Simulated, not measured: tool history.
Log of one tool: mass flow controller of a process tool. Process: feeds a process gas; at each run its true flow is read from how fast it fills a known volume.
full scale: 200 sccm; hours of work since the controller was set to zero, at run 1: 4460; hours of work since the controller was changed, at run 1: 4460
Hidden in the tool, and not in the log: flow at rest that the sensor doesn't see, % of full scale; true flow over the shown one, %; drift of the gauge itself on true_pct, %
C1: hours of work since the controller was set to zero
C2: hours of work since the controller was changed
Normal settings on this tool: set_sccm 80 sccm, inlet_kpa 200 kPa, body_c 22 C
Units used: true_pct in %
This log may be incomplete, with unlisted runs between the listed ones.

Run 1, day 0.000: usual settings; C1 4460; C2 4460. Result: true_pct 98.84 %.
Run 2, day 9.358: usual settings; C1 4630; C2 4630. Result: true_pct 98.89 %.
Run 3, day 15.833: usual settings but inlet_kpa 171 kPa; C1 4747; C2 4747. Result: true_pct 98.72 %.
Run 4, day 25.021: usual settings but inlet_kpa 171 kPa; C1 4914; C2 4914. Result: true_pct 98.60 %.
Run 5, day 30.667: usual settings but inlet_kpa 171 kPa; C1 5017; C2 5017. Result: true_pct 98.66 %.
Run 6, day 40.104: usual settings but inlet_kpa 171 kPa; C1 5188; C2 5188. Result: true_pct 98.68 %.
Run 7, day 46.312: usual settings but inlet_kpa 171 kPa; C1 5301; C2 5301. Result: true_pct 98.65 %.
Run 8, day 50.371: usual settings but inlet_kpa 171 kPa; C1 5374; C2 5374. Result: true_pct 98.65 %.
Run 9, day 54.479: usual settings but inlet_kpa 171 kPa; C1 5449; C2 5449. Result: true_pct 98.50 %.
Run 10, day 58.617: usual settings but inlet_kpa 171 kPa; C1 5524; C2 5524. Result: true_pct 98.63 %.
Run 11, day 67.838: usual settings but inlet_kpa 171 kPa; C1 5691; C2 5691. Result: true_pct 98.55 %.
Run 12, day 72.225: usual settings but inlet_kpa 211 kPa; C1 5771; C2 5771. Result: true_pct 98.85 %.
Run 13, day 79.808: usual settings but inlet_kpa 211 kPa; C1 5909; C2 5909. Result: true_pct 98.93 %.
Run 14, day 84.875: usual settings but inlet_kpa 211 kPa; C1 6001; C2 6001. Result: true_pct 98.86 %.
Run 15, day 90.792: usual settings but inlet_kpa 211 kPa; C1 6108; C2 6108. Result: true_pct 98.81 %.
Run 16, day 97.350: usual settings but inlet_kpa 211 kPa; C1 6227; C2 6227. Result: true_pct 99.00 %.
Run 17, day 105.038: usual settings but inlet_kpa 211 kPa; C1 6367; C2 6367. Result: true_pct 98.78 %.
Run 18, day 113.296: usual settings but set_sccm 112 sccm, inlet_kpa 177 kPa, body_c 25 C; C1 6517; C2 6517. Result: true_pct 99.13 %.
Run 19, day 121.667: usual settings but set_sccm 56 sccm, inlet_kpa 263 kPa, body_c 34 C; C1 6669; C2 6669. Result: true_pct 99.76 %.
Run 20, day 125.717: usual settings but set_sccm 56 sccm, inlet_kpa 263 kPa, body_c 34 C; C1 6742; C2 6742. Result: true_pct 99.86 %.
Run 21, day 132.304: usual settings but set_sccm 42 sccm, inlet_kpa 192 kPa, body_c 33 C; C1 6862; C2 6862. Result: true_pct 99.09 %.
Run 22, day 141.325: usual settings but set_sccm 42 sccm, inlet_kpa 273 kPa, body_c 33 C; C1 7026; C2 7026. Result: true_pct 99.60 %.
At day 143.767: controller exchanged for a calibrated one.
Run 23, day 150.104: usual settings but set_sccm 42 sccm, inlet_kpa 273 kPa, body_c 33 C; C1 115; C2 115. Result: true_pct 99.59 %.
Run 24, day 155.029: usual settings but set_sccm 42 sccm, inlet_kpa 224 kPa, body_c 25 C; C1 205; C2 205. Result: true_pct 98.85 %.
Run 25, day 159.779: usual settings but set_sccm 21 sccm, inlet_kpa 145 kPa; C1 291; C2 291. Result: true_pct 97.89 %.
Run 26, day 165.000: usual settings but set_sccm 21 sccm, inlet_kpa 145 kPa, body_c 29 C; C1 385; C2 385. Result: true_pct 98.30 %.
Run 27, day 174.783: usual settings but set_sccm 46 sccm, inlet_kpa 147 kPa, body_c 37 C; C1 563; C2 563. Result: true_pct 99.11 %.
Run 28, day 180.621: usual settings but set_sccm 79 sccm, inlet_kpa 159 kPa; C1 669; C2 669. Result: true_pct 98.46 %.
Run 29, day 184.788: usual settings but set_sccm 147 sccm, inlet_kpa 235 kPa, body_c 27 C; C1 745; C2 745. Result: true_pct 99.81 %.
Run 30, day 189.475: usual settings but set_sccm 24 sccm; C1 830; C2 830. Result: true_pct 98.39 %.
Run 31, day 197.892: usual settings but set_sccm 20 sccm, inlet_kpa 263 kPa, body_c 30 C; C1 983; C2 983. Result: true_pct 99.18 %.
Run 32, day 203.788: usual settings but set_sccm 48 sccm, inlet_kpa 227 kPa, body_c 36 C; C1 1090; C2 1090. Result: true_pct 99.62 %.

What if the next run were any one of these 4? Each begins from the tool's condition after run 32:
Run A, day 208.588: usual settings but set_sccm 48 sccm, inlet_kpa 155 kPa, body_c 36 C; C1 1177; C2 1177. Result: true_pct ?.
Run B, day 208.588: usual settings but set_sccm 45 sccm, inlet_kpa 227 kPa, body_c 36 C; C1 1177; C2 1177. Result: true_pct ?.
Run C, day 208.588: usual settings but set_sccm 40 sccm, inlet_kpa 251 kPa, body_c 25 C; C1 1177; C2 1177. Result: true_pct ?.
Run D, day 208.588: usual settings but set_sccm 48 sccm, inlet_kpa 141 kPa, body_c 36 C; C1 1177; C2 1177. Result: true_pct ?.

run  true_pct
  A     99.11
  B     99.47
  C     99.06
  D     98.95
What these runs would have given with no unlogged condition in the tool:
run  true_pct
  A     99.10
  B     99.47
  C     99.06
  D     98.94

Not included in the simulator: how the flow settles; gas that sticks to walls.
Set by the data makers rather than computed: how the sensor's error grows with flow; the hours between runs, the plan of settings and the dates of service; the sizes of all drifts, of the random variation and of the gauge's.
